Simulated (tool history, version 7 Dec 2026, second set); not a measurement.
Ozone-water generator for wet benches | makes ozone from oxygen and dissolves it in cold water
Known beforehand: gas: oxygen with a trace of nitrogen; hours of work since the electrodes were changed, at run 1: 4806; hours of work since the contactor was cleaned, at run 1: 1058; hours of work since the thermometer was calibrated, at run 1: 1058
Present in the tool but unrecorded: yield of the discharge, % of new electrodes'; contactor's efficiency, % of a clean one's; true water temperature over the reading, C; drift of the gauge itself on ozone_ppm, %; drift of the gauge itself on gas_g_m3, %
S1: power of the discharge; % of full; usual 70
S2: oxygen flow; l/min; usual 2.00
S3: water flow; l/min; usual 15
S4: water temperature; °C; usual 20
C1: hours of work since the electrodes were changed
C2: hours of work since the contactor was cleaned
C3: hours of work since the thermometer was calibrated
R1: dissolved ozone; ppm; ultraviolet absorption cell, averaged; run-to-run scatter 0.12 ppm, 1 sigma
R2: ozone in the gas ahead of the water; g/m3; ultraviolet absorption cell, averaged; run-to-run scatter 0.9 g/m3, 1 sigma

run,hour,S1,S2,S3,S4,C1,C2,C3,R1,R2
1,0.0,70,2.00,15,20,4806,1058,1058,11.5,150.9
2,94.5,70,2.00,15,20,4887,1139,1139,11.6,149.8
3,299.7,47,2.00,15,20,5063,1315,1315,9.4,120.6
4,430.2,47,2.00,15,20,5175,1427,1427,9.5,121.5
5,537.7,47,2.00,15,20,5267,1519,1519,9.7,121.0
6,729.8,70,2.00,15,20,5432,1684,1684,11.8,149.2
7,824.1,70,2.00,15,14,5513,1765,1765,12.3,151.5
8,1011.1,70,1.63,15,14,5673,1925,1925,11.9,168.1
9,1189.7,62,2.00,15,20,5827,2079,2079,10.7,139.7
10,1287.6,62,2.00,15,20,5911,2163,2163,10.8,140.8
11,1463.3,62,2.00,15,20,6062,2314,2314,11.0,141.4
12,1672.5,62,2.00,15,20,6241,2493,2493,10.9,141.7
13,1904.5,62,2.00,11,27,6440,2692,2692,12.5,141.1
14,2053.9,70,2.98,23,20,6569,2820,2820,8.5,118.1
15,2162.8,74,2.00,15,20,6662,2914,2914,12.2,156.7
16,2264.0,73,1.64,12,16,6749,3001,3001,14.8,173.1
17,2358.3,65,1.85,11,17,6830,3082,3082,14.9,149.8
18,2586.2,65,1.85,11,17,7025,3277,3277,14.6,151.1
# hour 2633.7: contactor cleaned
# hour 2634.2: water thermometer calibrated
19,2809.5,70,2.00,12,20,7213,150,150,14.1,150.7
20,2980.8,70,1.39,15,20,7360,298,298,11.1,186.9

Describe how what the log doesn't record of the tool's condition differs between the last listed run preceding each entry between runs and the first listed run following it.
In the gap between runs 18 and 19: contactor cleaned (hour 2633.7); water thermometer calibrated (hour 2634.2)
  contactor's efficiency, % of a clean one's: 99.9 -> 100
